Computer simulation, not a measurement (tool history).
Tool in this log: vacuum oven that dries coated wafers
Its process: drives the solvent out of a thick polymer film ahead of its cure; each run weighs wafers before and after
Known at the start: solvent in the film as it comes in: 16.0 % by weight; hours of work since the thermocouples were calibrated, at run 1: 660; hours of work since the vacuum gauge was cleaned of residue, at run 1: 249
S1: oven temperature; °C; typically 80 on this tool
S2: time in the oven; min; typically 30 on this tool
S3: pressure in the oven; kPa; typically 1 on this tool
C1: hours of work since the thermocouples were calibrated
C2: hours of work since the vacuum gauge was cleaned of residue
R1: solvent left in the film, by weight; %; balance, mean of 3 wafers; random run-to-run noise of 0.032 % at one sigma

| run | hour | S1 | S2 | S3 | C1 | C2 | R1 |
|---|---|---|---|---|---|---|---|
| 1 | 0 | 80 | 30 | 1 | 660 | 249 | 1.5 |
| 2 | 39 | 80 | 30 | 1 | 675 | 265 | 1.5 |
| 3 | 63.9 | 80 | 30 | 1.66 | 685 | 275 | 2.01 |
| 4 | 102.8 | 80 | 30 | 1.66 | 701 | 291 | 1.98 |
| 5 | 130.7 | 80 | 30 | 0.63 | 712 | 302 | 1.18 |
| 6 | 168.5 | 80 | 30 | 1.49 | 727 | 317 | 1.86 |
| 7 | 196.6 | 80 | 30 | 1 | 739 | 329 | 1.53 |
| 8 | 220.5 | 80 | 30 | 1 | 748 | 338 | 1.53 |
| 9 | 260.4 | 80 | 34 | 1 | 764 | 354 | 1.29 |
| 10 | 291.4 | 80 | 19 | 1 | 777 | 367 | 2.78 |
| 11 | 339.8 | 80 | 19 | 1 | 796 | 386 | 2.75 |
| 12 | 384.6 | 80 | 19 | 1 | 814 | 404 | 2.79 |
| 13 | 416.5 | 80 | 30 | 1 | 827 | 417 | 1.5 |
| 14 | 441.9 | 80 | 53 | 1 | 838 | 427 | 0.95 |
| 15 | 464.5 | 80 | 53 | 1 | 847 | 436 | 0.95 |
| 16 | 484.2 | 80 | 53 | 1 | 855 | 444 | 0.95 |
| 17 | 510.4 | 80 | 30 | 1 | 865 | 455 | 1.51 |
| 18 | 551.8 | 80 | 37 | 1 | 882 | 472 | 1.27 |
| 19 | 574.4 | 80 | 30 | 1 | 891 | 481 | 1.58 |
| 20 | 605.4 | 80 | 30 | 1 | 903 | 493 | 1.56 |
| 21 | 648.2 | 80 | 19 | 1 | 921 | 510 | 2.78 |
| 22 | 678.7 | 86 | 30 | 1 | 933 | 523 | 0.92 |
| 23 | 698.9 | 86 | 30 | 1 | 941 | 531 | 0.93 |
| 24 | 738.2 | 90 | 31 | 0.9 | 957 | 547 | 0.62 |
| 25 | 786.6 | 71 | 30 | 1 | 976 | 566 | 3.21 |
| 26 | 830.2 | 71 | 30 | 1 | 994 | 584 | 3.18 |
| 27 | 850.5 | 70 | 15 | 1 | 1002 | 592 | 6.25 |
| 28 | 885.7 | 70 | 15 | 1.99 | 1016 | 606 | 7.1 |
| 29 | 906.8 | 91 | 30 | 1 | 1025 | 614 | 0.69 |
| 30 | 936.7 | 84 | 42 | 1 | 1037 | 626 | 0.86 |
| 31 | 985.2 | 84 | 17 | 0.51 | 1056 | 646 | 2.17 |
| 32 | 1011.6 | 80 | 37 | 0.51 | 1067 | 657 | 0.98 |
| 33 | 1032.9 | 69 | 30 | 1.19 | 1075 | 665 | 3.93 |
| 34 | 1065.8 | 93 | 30 | 1 | 1089 | 678 | 0.62 |
| 35 | 1091.8 | 93 | 30 | 1 | 1099 | 689 | 0.63 |
| 36 | 1127.2 | 80 | 30 | 1.17 | 1113 | 703 | 1.83 |
| 37 | 1169 | 77 | 30 | 1.19 | 1130 | 720 | 2.29 |
| 38 | 1215.2 | 77 | 30 | 1.19 | 1149 | 739 | 2.32 |
| 39 | 1250.4 | 92 | 24 | 1.2 | 1163 | 753 | 0.94 |
| 40 | 1272.3 | 69 | 30 | 0.79 | 1172 | 762 | 3.6 |
| 41 | 1309.9 | 69 | 30 | 0.79 | 1187 | 777 | 3.56 |
| 42 | 1348.3 | 81 | 30 | 1 | 1202 | 792 | 1.46 |
| 43 | 1381.7 | 71 | 30 | 1 | 1216 | 806 | 3.28 |

Below, some changes in R1 between adjacent runs. For each, the amount present without the hidden state too (settings, incoming material, random variation) and the amount remaining for the hidden state with gauge scatter not shared by both compared results:
Hidden state at play: true wafer temperature over the reading, C; true pressure over the reading, kPa; drift of the gauge itself on solvent_pct, %.
Run 26 -> 27: S1 71 -> 70, S2 30 -> 15. R1 +3.07 %: hidden state +0, all else +3.07.
Run 28 -> 29: S1 70 -> 91, S2 15 -> 30, S3 1.99 -> 1. R1 -6.41 %: hidden state -0.28, all else -6.13.
Run 33 -> 34: S1 69 -> 93, S3 1.19 -> 1. R1 -3.31 %: hidden state -0.32, all else -2.99.
Run 39 -> 40: S1 92 -> 69, S2 24 -> 30, S3 1.2 -> 0.79. R1 +2.66 %: hidden state +0.32, all else +2.34.
